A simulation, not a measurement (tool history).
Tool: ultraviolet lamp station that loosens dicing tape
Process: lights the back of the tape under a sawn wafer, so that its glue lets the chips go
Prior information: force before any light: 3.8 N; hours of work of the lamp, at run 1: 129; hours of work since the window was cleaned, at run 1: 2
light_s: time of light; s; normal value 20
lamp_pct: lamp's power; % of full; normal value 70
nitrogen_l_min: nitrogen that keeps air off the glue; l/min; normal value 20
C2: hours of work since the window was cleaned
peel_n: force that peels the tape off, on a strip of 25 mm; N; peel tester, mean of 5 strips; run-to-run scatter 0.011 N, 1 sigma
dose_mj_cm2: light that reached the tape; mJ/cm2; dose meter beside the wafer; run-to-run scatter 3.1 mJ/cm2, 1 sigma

run 1 hour=0.0 | light_s=20 lamp_pct=70 nitrogen_l_min=20 | hours_of_work_of_the_lamp=129 C2=2 | peel_n=0.499 dose_mj_cm2=444
run 2 hour=60.4 | light_s=20 lamp_pct=70 nitrogen_l_min=20 | hours_of_work_of_the_lamp=160 C2=32 | peel_n=0.518 dose_mj_cm2=433
run 3 hour=127.8 | light_s=20 lamp_pct=70 nitrogen_l_min=20 | hours_of_work_of_the_lamp=195 C2=67 | peel_n=0.537 dose_mj_cm2=432
run 4 hour=210.3 | light_s=20 lamp_pct=70 nitrogen_l_min=20 | hours_of_work_of_the_lamp=237 C2=109 | peel_n=0.576 dose_mj_cm2=421
run 5 hour=261.1 | light_s=38 lamp_pct=70 nitrogen_l_min=20 | hours_of_work_of_the_lamp=262 C2=135 | peel_n=0.283 dose_mj_cm2=784
run 6 hour=326.7 | light_s=38 lamp_pct=70 nitrogen_l_min=20 | hours_of_work_of_the_lamp=296 C2=168 | peel_n=0.291 dose_mj_cm2=777
run 7 hour=386.0 | light_s=20 lamp_pct=70 nitrogen_l_min=16 | hours_of_work_of_the_lamp=326 C2=198 | peel_n=0.639 dose_mj_cm2=401
run 8 hour=474.2 | light_s=24 lamp_pct=63 nitrogen_l_min=16 | hours_of_work_of_the_lamp=371 C2=243 | peel_n=0.610 dose_mj_cm2=426
run 9 hour=532.1 | light_s=24 lamp_pct=63 nitrogen_l_min=32 | hours_of_work_of_the_lamp=400 C2=273 | peel_n=0.503 dose_mj_cm2=419
run 10 hour=569.5 | light_s=20 lamp_pct=70 nitrogen_l_min=30 | hours_of_work_of_the_lamp=420 C2=292 | peel_n=0.584 dose_mj_cm2=380
run 11 hour=632.0 | light_s=15 lamp_pct=74 nitrogen_l_min=20 | hours_of_work_of_the_lamp=451 C2=324 | peel_n=0.866 dose_mj_cm2=298
run 12 hour=672.1 | light_s=15 lamp_pct=74 nitrogen_l_min=20 | hours_of_work_of_the_lamp=472 C2=344 | peel_n=0.907 dose_mj_cm2=290
run 13 hour=746.9 | light_s=20 lamp_pct=64 nitrogen_l_min=20 | hours_of_work_of_the_lamp=510 C2=382 | peel_n=0.779 dose_mj_cm2=333
run 14 hour=804.0 | light_s=39 lamp_pct=77 nitrogen_l_min=6 | hours_of_work_of_the_lamp=539 C2=411 | peel_n=0.373 dose_mj_cm2=762

Here are 4 independent what-if runs from the current tool condition. What would each one return?
run A hour=881.7 | light_s=20 lamp_pct=70 nitrogen_l_min=15 | hours_of_work_of_the_lamp=579 C2=451 | peel_n=? dose_mj_cm2=?
run B hour=881.7 | light_s=14 lamp_pct=77 nitrogen_l_min=9 | hours_of_work_of_the_lamp=579 C2=451 | peel_n=? dose_mj_cm2=?
run C hour=881.7 | light_s=14 lamp_pct=89 nitrogen_l_min=39 | hours_of_work_of_the_lamp=579 C2=451 | peel_n=? dose_mj_cm2=?
run D hour=881.7 | light_s=39 lamp_pct=77 nitrogen_l_min=6 | hours_of_work_of_the_lamp=579 C2=451 | peel_n=? dose_mj_cm2=?

run=A peel_n=0.784 dose_mj_cm2=345
run=B peel_n=1.196 dose_mj_cm2=269
run=C peel_n=0.723 dose_mj_cm2=315
run=D peel_n=0.376 dose_mj_cm2=752
The same runs, with their run-to-run variation unchanged, on a tool lacking any hidden condition would have given:
run=A peel_n=0.529 dose_mj_cm2=462
run=B peel_n=0.859 dose_mj_cm2=360
run=C peel_n=0.487 dose_mj_cm2=420
run=D peel_n=0.282 dose_mj_cm2=1004

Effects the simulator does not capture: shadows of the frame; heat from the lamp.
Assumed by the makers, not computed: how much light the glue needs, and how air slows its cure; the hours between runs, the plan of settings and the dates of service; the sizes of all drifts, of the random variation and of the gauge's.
